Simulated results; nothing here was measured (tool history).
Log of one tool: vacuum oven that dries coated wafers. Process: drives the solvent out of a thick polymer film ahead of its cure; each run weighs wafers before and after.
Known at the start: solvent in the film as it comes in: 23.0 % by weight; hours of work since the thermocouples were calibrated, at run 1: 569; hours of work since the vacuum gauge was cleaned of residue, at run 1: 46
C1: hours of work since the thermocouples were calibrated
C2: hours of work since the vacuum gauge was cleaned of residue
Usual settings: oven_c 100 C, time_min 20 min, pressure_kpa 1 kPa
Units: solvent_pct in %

Run 1, hour 0: usual settings; C1 569; C2 46. Result: solvent_pct 0.718 %.
Run 2, hour 18.1: usual settings; C1 579; C2 57. Result: solvent_pct 0.723 %.
Run 3, hour 41.5: usual settings; C1 593; C2 71. Result: solvent_pct 0.725 %.
Run 4, hour 60.9: usual settings but time_min 23 min; C1 605; C2 82. Result: solvent_pct 0.512 %.
Run 5, hour 77.1: usual settings; C1 614; C2 92. Result: solvent_pct 0.713 %.
Run 6, hour 99.9: usual settings; C1 628; C2 105. Result: solvent_pct 0.721 %.
Run 7, hour 130.2: usual settings; C1 646; C2 123. Result: solvent_pct 0.708 %.
At hour 152.3: oven's thermocouples calibrated.
Run 8, hour 163.7: usual settings; C1 7; C2 141. Result: solvent_pct 0.867 %.
Run 9, hour 189.5: usual settings but oven_c 91 C, pressure_kpa 0.81 kPa; C1 22; C2 157. Result: solvent_pct 2.526 %.
Run 10, hour 204.4: usual settings but oven_c 91 C, pressure_kpa 0.81 kPa; C1 31; C2 165. Result: solvent_pct 2.533 %.
Run 11, hour 234.1: usual settings but oven_c 91 C, pressure_kpa 2.32 kPa; C1 48; C2 183. Result: solvent_pct 2.905 %.

Run 12 comes next. What will it give?
Run 12, hour 255.3: usual settings but oven_c 94 C, time_min 11 min, pressure_kpa 0.83 kPa; C1 61; C2 195. Result: solvent_pct ?.

{"run 12": {"solvent_pct": 5.016}}
Without the tool's hidden state the same run would have given solvent_pct 5.039 %.
